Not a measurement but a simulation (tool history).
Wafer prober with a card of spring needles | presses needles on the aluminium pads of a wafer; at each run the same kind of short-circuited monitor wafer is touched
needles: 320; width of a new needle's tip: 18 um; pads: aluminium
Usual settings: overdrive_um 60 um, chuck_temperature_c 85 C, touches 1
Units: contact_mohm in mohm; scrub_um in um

| run | hour | overdrive_um | chuck_temperature_c | touches | contact_mohm | scrub_um |
|---|---|---|---|---|---|---|
| 1 | 0.0 | 60 | 85 | 1 | 171 | 10.10 |
|  | 2.4 | tips cleaned on abrasive film |
|  | 13.8 | tips cleaned on abrasive film |
| 2 | 13.8 | 60 | 85 | 1 | 171 | 10.13 |
|  | 25.3 | tips cleaned on abrasive film |
|  | 26.8 | height of the first contact set anew |
| 3 | 27.1 | 61 | 85 | 1 | 171 | 10.30 |
|  | 37.0 | tips cleaned on abrasive film |
| 4 | 42.2 | 61 | 85 | 1 | 173 | 10.28 |
|  | 48.1 | tips cleaned on abrasive film |
| 5 | 56.3 | 61 | 85 | 2 | 171 | 10.29 |
|  | 59.5 | tips cleaned on abrasive film |
|  | 71.4 | tips cleaned on abrasive film |
| 6 | 72.8 | 60 | 85 | 1 | 169 | 10.10 |
|  | 83.6 | tips cleaned on abrasive film |
| 7 | 87.4 | 60 | 34 | 1 | 161 | 10.11 |
|  | 96.0 | tips cleaned on abrasive film |
| 8 | 100.1 | 60 | 34 | 1 | 160 | 10.08 |
|  | 107.7 | tips cleaned on abrasive film |
| 9 | 110.2 | 48 | 85 | 1 | 177 | 8.11 |
|  | 119.1 | tips cleaned on abrasive film |
| 10 | 121.6 | 50 | 85 | 1 | 174 | 8.40 |
|  | 131.1 | tips cleaned on abrasive film |
| 11 | 136.5 | 60 | 85 | 1 | 175 | 10.09 |
|  | 142.8 | tips cleaned on abrasive film |
| 12 | 145.5 | 60 | 85 | 1 | 171 | 10.07 |
|  | 155.0 | tips cleaned on abrasive film |
| 13 | 157.0 | 60 | 85 | 1 | 172 | 10.08 |
|  | 166.8 | tips cleaned on abrasive film |
| 14 | 173.5 | 60 | 85 | 2 | 171 | 10.10 |
|  | 178.6 | tips cleaned on abrasive film |
| 15 | 188.3 | 41 | 85 | 1 | 175 | 6.87 |
|  | 189.7 | tips cleaned on abrasive film |
|  | 201.0 | tips cleaned on abrasive film |
| 16 | 205.6 | 41 | 85 | 1 | 181 | 6.88 |
|  | 213.2 | tips cleaned on abrasive film |
| 17 | 214.7 | 41 | 85 | 1 | 178 | 6.88 |
|  | 224.3 | tips cleaned on abrasive film |
| 18 | 229.0 | 41 | 27 | 1 | 164 | 6.88 |
|  | 235.7 | tips cleaned on abrasive film |
| 19 | 237.9 | 41 | 27 | 1 | 167 | 6.87 |
|  | 247.0 | tips cleaned on abrasive film |
| 20 | 251.6 | 45 | 84 | 2 | 176 | 7.56 |
|  | 258.2 | tips cleaned on abrasive film |
| 21 | 265.0 | 61 | 45 | 2 | 164 | 10.20 |
|  | 270.1 | tips cleaned on abrasive film |
| 22 | 276.7 | 41 | 60 | 2 | 174 | 6.85 |
|  | 281.9 | tips cleaned on abrasive film |
| 23 | 285.7 | 54 | 109 | 1 | 177 | 9.05 |

The next listed run, before its measurement:
|  | 293.0 | tips cleaned on abrasive film |
| 24 | 295.4 | 55 | 71 | 1 | ? | ? |

contact_mohm: 168 mohm
scrub_um: 9.19 um
Without the tool's hidden state the same run would have given contact_mohm 167 mohm, scrub_um 9.26 um.
